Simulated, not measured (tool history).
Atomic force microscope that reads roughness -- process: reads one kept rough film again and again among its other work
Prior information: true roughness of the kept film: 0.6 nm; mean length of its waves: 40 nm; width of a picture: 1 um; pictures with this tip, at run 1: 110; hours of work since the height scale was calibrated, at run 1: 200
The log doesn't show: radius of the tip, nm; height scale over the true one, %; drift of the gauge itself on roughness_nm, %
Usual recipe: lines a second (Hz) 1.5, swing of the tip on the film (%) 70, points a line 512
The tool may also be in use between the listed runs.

run,day,lines a second (Hz),swing of the tip on the film (%),points a line,pictures with this tip,hours of work since the height scale was calibrated,roughness of the kept film (nm (root mean square))
1,0,1.5,70,512,110,200,0.519
2,0.388,1.5,70,512,121,205,0.522
3,0.892,1.5,70,512,136,212,0.519
4,1.112,1.5,70,512,142,215,0.519
5,1.429,1.5,70,512,151,219,0.516
6,1.762,1.5,70,512,161,224,0.515
7,2.225,1.5,70,875,174,230,0.513
# day 2.579: new tip fitted
8,2.738,0.84,70,512,4,236,0.561
9,3.121,0.84,70,512,15,241,0.553
10,3.621,0.84,70,512,29,248,0.553
11,4.067,1.5,70,512,42,254,0.527
12,4.3,1.5,70,512,49,257,0.529
13,4.792,0.53,70,512,63,263,0.56
14,5.283,0.53,70,512,77,270,0.556
15,5.483,0.53,70,512,83,273,0.554
16,5.817,0.53,70,512,92,277,0.553
17,6.138,0.53,70,512,101,281,0.556
18,6.383,0.53,70,512,108,284,0.551
19,6.792,0.53,70,512,120,290,0.553
20,7.188,0.53,70,512,132,295,0.549
# day 7.275: height scale calibrated on a step standard
21,7.708,1.5,70,512,145,6,0.521
22,8.033,1.5,70,918,155,10,0.515
23,8.254,1.5,70,918,161,13,0.515
24,8.654,1.5,70,918,172,18,0.511
25,8.879,1.5,70,843,179,21,0.511
# day 9.071: new tip fitted
26,9.258,1.5,88,512,5,26,0.469
27,9.712,1.5,88,512,18,32,0.472
# day 9.983: height scale calibrated on a step standard, once more
28,10.158,1.5,70,525,30,2,0.537
29,10.417,0.8,70,671,37,6,0.557
30,10.917,0.8,70,671,51,12,0.553
31,11.125,0.8,62,396,57,15,0.559
32,11.333,1.5,62,560,63,18,0.544
33,11.662,1.5,62,560,73,22,0.544
34,12.092,1.5,56,512,85,28,0.553
35,12.429,1.5,56,512,95,32,0.551
36,12.688,1.18,72,512,102,36,0.526
37,13.079,3.6,84,687,113,41,0.385
38,13.396,2.29,62,724,122,45,0.521
39,13.792,1.9,62,484,134,50,0.528
40,14.1,1.39,70,512,143,54,0.518
41,14.354,1.39,70,512,150,58,0.519
42,14.758,3.68,90,886,161,63,0.344
43,15.079,3.68,90,886,171,67,0.344
44,15.467,3.68,90,886,182,73,0.338
# day 15.592: new tip fitted
45,15.808,3.94,82,461,6,77,0.399
46,16.271,3.94,82,461,19,83,0.397
47,16.6,1.5,71,278,29,87,0.525
48,17.021,0.78,79,647,41,93,0.54
49,17.317,1.5,60,512,49,97,0.553
50,17.783,0.83,80,898,62,103,0.526
51,18.217,0.83,80,898,75,109,0.531

Alternative continuations, all from the tool just after run 51; predict every row:
A,18.629,0.83,87,585,87,114,?
B,18.629,1.5,57,652,87,114,?
C,18.629,1.5,61,512,87,114,?
D,18.629,0.67,66,883,87,114,?
E,18.629,2.85,58,444,87,114,?

run,roughness of the kept film (nm (root mean square))
A,0.51
B,0.556
C,0.543
D,0.558
E,0.525
Without the tool's hidden state the same runs would have given:
run,roughness of the kept film (nm (root mean square))
A,0.523
B,0.57
C,0.557
D,0.573
E,0.539
